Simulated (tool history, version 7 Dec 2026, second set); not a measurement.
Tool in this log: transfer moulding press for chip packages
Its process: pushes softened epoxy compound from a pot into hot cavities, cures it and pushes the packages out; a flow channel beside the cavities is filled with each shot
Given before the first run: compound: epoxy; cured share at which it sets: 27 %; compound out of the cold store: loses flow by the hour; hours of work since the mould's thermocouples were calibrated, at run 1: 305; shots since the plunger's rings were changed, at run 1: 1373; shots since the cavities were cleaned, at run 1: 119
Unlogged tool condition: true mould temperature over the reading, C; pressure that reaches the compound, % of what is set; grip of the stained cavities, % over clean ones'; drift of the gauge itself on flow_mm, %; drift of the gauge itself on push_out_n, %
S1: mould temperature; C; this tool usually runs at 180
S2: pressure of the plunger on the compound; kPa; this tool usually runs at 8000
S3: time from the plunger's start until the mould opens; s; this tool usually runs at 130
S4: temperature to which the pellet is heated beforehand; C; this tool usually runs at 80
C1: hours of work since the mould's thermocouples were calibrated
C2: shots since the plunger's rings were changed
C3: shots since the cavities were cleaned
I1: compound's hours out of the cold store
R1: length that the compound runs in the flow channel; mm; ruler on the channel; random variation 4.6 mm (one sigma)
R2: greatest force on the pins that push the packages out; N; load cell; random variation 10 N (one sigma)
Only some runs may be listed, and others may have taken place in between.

{"run": 1, "day": 0.0, "S1": 180, "S2": 8000, "S3": 130, "S4": 80, "C1": 305, "C2": 1373, "C3": 119, "I1": 22.3, "R1": 866, "R2": 444}
{"run": 2, "day": 0.546, "S1": 180, "S2": 8000, "S3": 130, "S4": 80, "C1": 311, "C2": 1472, "C3": 218, "I1": 21.6, "R1": 883, "R2": 467}
{"run": 3, "day": 0.892, "S1": 180, "S2": 8000, "S3": 130, "S4": 80, "C1": 316, "C2": 1535, "C3": 281, "I1": 28.9, "R1": 837, "R2": 461}
{"run": 4, "day": 1.329, "S1": 180, "S2": 8000, "S3": 130, "S4": 80, "C1": 321, "C2": 1614, "C3": 360, "I1": 32.2, "R1": 820, "R2": 476}
{"run": 5, "day": 2.058, "S1": 180, "S2": 6240, "S3": 130, "S4": 80, "C1": 330, "C2": 1746, "C3": 492, "I1": 29.4, "R1": 738, "R2": 446}
{"run": 6, "day": 2.712, "S1": 180, "S2": 6240, "S3": 130, "S4": 80, "C1": 338, "C2": 1865, "C3": 611, "I1": 28.3, "R1": 741, "R2": 448}
{"run": 7, "day": 3.288, "S1": 180, "S2": 6240, "S3": 130, "S4": 80, "C1": 346, "C2": 1969, "C3": 715, "I1": 10.6, "R1": 835, "R2": 465}
{"day": 3.575, "done": "cavities cleaned with cleaning compound and waxed"}
{"run": 8, "day": 3.75, "S1": 180, "S2": 6240, "S3": 130, "S4": 80, "C1": 351, "C2": 2042, "C3": 32, "I1": 31.3, "R1": 726, "R2": 455}
{"run": 9, "day": 4.25, "S1": 180, "S2": 8000, "S3": 130, "S4": 83, "C1": 357, "C2": 2133, "C3": 123, "I1": 34.7, "R1": 815, "R2": 445}
{"run": 10, "day": 4.829, "S1": 180, "S2": 8000, "S3": 130, "S4": 83, "C1": 364, "C2": 2237, "C3": 227, "I1": 43.1, "R1": 767, "R2": 453}
{"run": 11, "day": 5.267, "S1": 187, "S2": 8000, "S3": 130, "S4": 83, "C1": 370, "C2": 2317, "C3": 307, "I1": 17.1, "R1": 893, "R2": 424}
{"run": 12, "day": 5.638, "S1": 187, "S2": 8000, "S3": 140, "S4": 83, "C1": 374, "C2": 2384, "C3": 374, "I1": 32.9, "R1": 802, "R2": 438}
{"run": 13, "day": 6.221, "S1": 180, "S2": 9180, "S3": 130, "S4": 80, "C1": 381, "C2": 2490, "C3": 480, "I1": 13.4, "R1": 992, "R2": 500}
{"run": 14, "day": 6.896, "S1": 180, "S2": 9180, "S3": 130, "S4": 80, "C1": 390, "C2": 2612, "C3": 602, "I1": 40.6, "R1": 831, "R2": 453}
{"run": 15, "day": 7.583, "S1": 180, "S2": 9180, "S3": 130, "S4": 80, "C1": 399, "C2": 2737, "C3": 727, "I1": 39.1, "R1": 841, "R2": 470}
{"day": 7.792, "done": "cavities cleaned with cleaning compound and waxed"}
{"run": 16, "day": 8.317, "S1": 180, "S2": 9080, "S3": 115, "S4": 73, "C1": 407, "C2": 2859, "C3": 95, "I1": 35.9, "R1": 850, "R2": 532}
{"run": 17, "day": 8.971, "S1": 186, "S2": 9080, "S3": 122, "S4": 73, "C1": 415, "C2": 2977, "C3": 213, "I1": 10.7, "R1": 991, "R2": 452}
{"run": 18, "day": 9.633, "S1": 186, "S2": 9080, "S3": 122, "S4": 73, "C1": 423, "C2": 3097, "C3": 333, "I1": 42.9, "R1": 799, "R2": 430}
{"day": 9.983, "done": "plunger's sealing rings changed"}
{"run": 19, "day": 10.425, "S1": 180, "S2": 8000, "S3": 169, "S4": 80, "C1": 432, "C2": 81, "C3": 459, "I1": 28.1, "R1": 853, "R2": 413}
{"run": 20, "day": 11.192, "S1": 186, "S2": 6550, "S3": 140, "S4": 74, "C1": 442, "C2": 220, "C3": 598, "I1": 9.1, "R1": 846, "R2": 415}
{"run": 21, "day": 11.65, "S1": 179, "S2": 6550, "S3": 140, "S4": 74, "C1": 447, "C2": 302, "C3": 680, "I1": 11.1, "R1": 855, "R2": 449}
{"run": 22, "day": 11.971, "S1": 174, "S2": 8470, "S3": 130, "S4": 89, "C1": 451, "C2": 361, "C3": 739, "I1": 30.7, "R1": 866, "R2": 598}
{"day": 12.158, "done": "cavities cleaned with cleaning compound and waxed"}
{"run": 23, "day": 12.454, "S1": 180, "S2": 8000, "S3": 130, "S4": 89, "C1": 457, "C2": 437, "C3": 54, "I1": 25.2, "R1": 865, "R2": 461}
{"run": 24, "day": 12.958, "S1": 180, "S2": 8000, "S3": 154, "S4": 89, "C1": 463, "C2": 528, "C3": 145, "I1": 10.6, "R1": 947, "R2": 415}
{"run": 25, "day": 13.508, "S1": 180, "S2": 8000, "S3": 154, "S4": 85, "C1": 470, "C2": 628, "C3": 245, "I1": 44.4, "R1": 759, "R2": 417}
{"run": 26, "day": 13.983, "S1": 180, "S2": 8000, "S3": 154, "S4": 85, "C1": 476, "C2": 715, "C3": 332, "I1": 22.9, "R1": 868, "R2": 420}
{"run": 27, "day": 14.754, "S1": 177, "S2": 7600, "S3": 148, "S4": 77, "C1": 485, "C2": 854, "C3": 471, "I1": 35.1, "R1": 799, "R2": 448}
{"run": 28, "day": 15.5, "S1": 177, "S2": 7600, "S3": 123, "S4": 73, "C1": 495, "C2": 989, "C3": 606, "I1": 38.4, "R1": 779, "R2": 552}

Each row is a separate what-if for the run after 28, all from the same tool condition, not one after another. Results?
{"run": "A", "day": 16.158, "S1": 175, "S2": 8230, "S3": 123, "S4": 71, "C1": 503, "C2": 1108, "C3": 725, "I1": 44.4, "R1": "?", "R2": "?"}
{"run": "B", "day": 16.158, "S1": 180, "S2": 7420, "S3": 123, "S4": 74, "C1": 503, "C2": 1108, "C3": 725, "I1": 38.9, "R1": "?", "R2": "?"}
{"run": "C", "day": 16.158, "S1": 180, "S2": 8000, "S3": 130, "S4": 79, "C1": 503, "C2": 1108, "C3": 725, "I1": 14.4, "R1": "?", "R2": "?"}
{"run": "D", "day": 16.158, "S1": 186, "S2": 8560, "S3": 123, "S4": 73, "C1": 503, "C2": 1108, "C3": 725, "I1": 18.4, "R1": "?", "R2": "?"}
{"run": "E", "day": 16.158, "S1": 183, "S2": 7290, "S3": 111, "S4": 80, "C1": 503, "C2": 1108, "C3": 725, "I1": 12.0, "R1": "?", "R2": "?"}

run=A R1=784 R2=594
run=B R1=756 R2=501
run=C R1=925 R2=475
run=D R1=916 R2=435
run=E R1=888 R2=534
Take away the tool's hidden state, keep each run's random variation, and the runs would have read:
run=A R1=784 R2=584
run=B R1=756 R2=492
run=C R1=926 R2=467
run=D R1=916 R2=428
run=E R1=888 R2=525
